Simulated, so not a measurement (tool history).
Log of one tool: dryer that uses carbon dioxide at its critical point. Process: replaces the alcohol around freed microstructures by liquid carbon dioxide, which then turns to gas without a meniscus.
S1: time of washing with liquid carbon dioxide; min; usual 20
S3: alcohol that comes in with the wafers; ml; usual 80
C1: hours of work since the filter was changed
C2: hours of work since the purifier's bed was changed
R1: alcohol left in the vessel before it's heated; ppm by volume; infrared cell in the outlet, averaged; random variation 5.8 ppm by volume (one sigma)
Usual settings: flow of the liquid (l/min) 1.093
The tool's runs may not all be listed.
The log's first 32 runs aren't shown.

{"run": 33, "hour": 301.2, "S1": 28, "flow of the liquid (l/min)": 1.04, "S3": 70, "C1": 137, "C2": 292, "R1": 84}
{"run": 34, "hour": 309.0, "S1": 28, "flow of the liquid (l/min)": 0.84, "S3": 29, "C1": 142, "C2": 297, "R1": 104}
{"run": 35, "hour": 318.1, "S1": 31, "flow of the liquid (l/min)": 0.76, "S3": 29, "C1": 147, "C2": 303, "R1": 90}
{"run": 36, "hour": 324.2, "S1": 31, "flow of the liquid (l/min)": 0.76, "S3": 29, "C1": 151, "C2": 307, "R1": 98}
{"run": 37, "hour": 337.5, "S1": 31, "flow of the liquid (l/min)": 0.76, "S3": 29, "C1": 160, "C2": 315, "R1": 100}
{"run": 38, "hour": 347.2, "S1": 31, "flow of the liquid (l/min)": 1.85, "S3": 29, "C1": 166, "C2": 321, "R1": 33}
{"run": 39, "hour": 358.4, "S1": 20, "flow of the liquid (l/min)": 1.47, "S3": 74, "C1": 173, "C2": 329, "R1": 89}
{"run": 40, "hour": 367.7, "S1": 20, "flow of the liquid (l/min)": 1.47, "S3": 74, "C1": 179, "C2": 335, "R1": 85}
{"run": 41, "hour": 374.8, "S1": 20, "flow of the liquid (l/min)": 1.68, "S3": 74, "C1": 184, "C2": 339, "R1": 53}
{"run": 42, "hour": 382.7, "S1": 20, "flow of the liquid (l/min)": 1.27, "S3": 28, "C1": 189, "C2": 344, "R1": 95}
{"run": 43, "hour": 396.5, "S1": 31, "flow of the liquid (l/min)": 0.75, "S3": 39, "C1": 198, "C2": 353, "R1": 144}
{"run": 44, "hour": 402.8, "S1": 27, "flow of the liquid (l/min)": 0.99, "S3": 120, "C1": 202, "C2": 357, "R1": 188}
{"run": 45, "hour": 410.2, "S1": 27, "flow of the liquid (l/min)": 0.99, "S3": 120, "C1": 207, "C2": 362, "R1": 187}
{"run": 46, "hour": 416.5, "S1": 18, "flow of the liquid (l/min)": 0.71, "S3": 94, "C1": 211, "C2": 366, "R1": 1956}

3 ways to go on from here, each from the tool as it stands after run 46. What would each give?
{"run": "A", "hour": 426.4, "S1": 20, "flow of the liquid (l/min)": 0.71, "S3": 94, "C1": 217, "C2": 372, "R1": "?"}
{"run": "B", "hour": 426.4, "S1": 18, "flow of the liquid (l/min)": 1.75, "S3": 48, "C1": 217, "C2": 372, "R1": "?"}
{"run": "C", "hour": 426.4, "S1": 16, "flow of the liquid (l/min)": 1.56, "S3": 70, "C1": 217, "C2": 372, "R1": "?"}

run=A R1=1425
run=B R1=71
run=C R1=165
Without the tool's hidden state the same runs would have given:
run=A R1=1155
run=B R1=26
run=C R1=95

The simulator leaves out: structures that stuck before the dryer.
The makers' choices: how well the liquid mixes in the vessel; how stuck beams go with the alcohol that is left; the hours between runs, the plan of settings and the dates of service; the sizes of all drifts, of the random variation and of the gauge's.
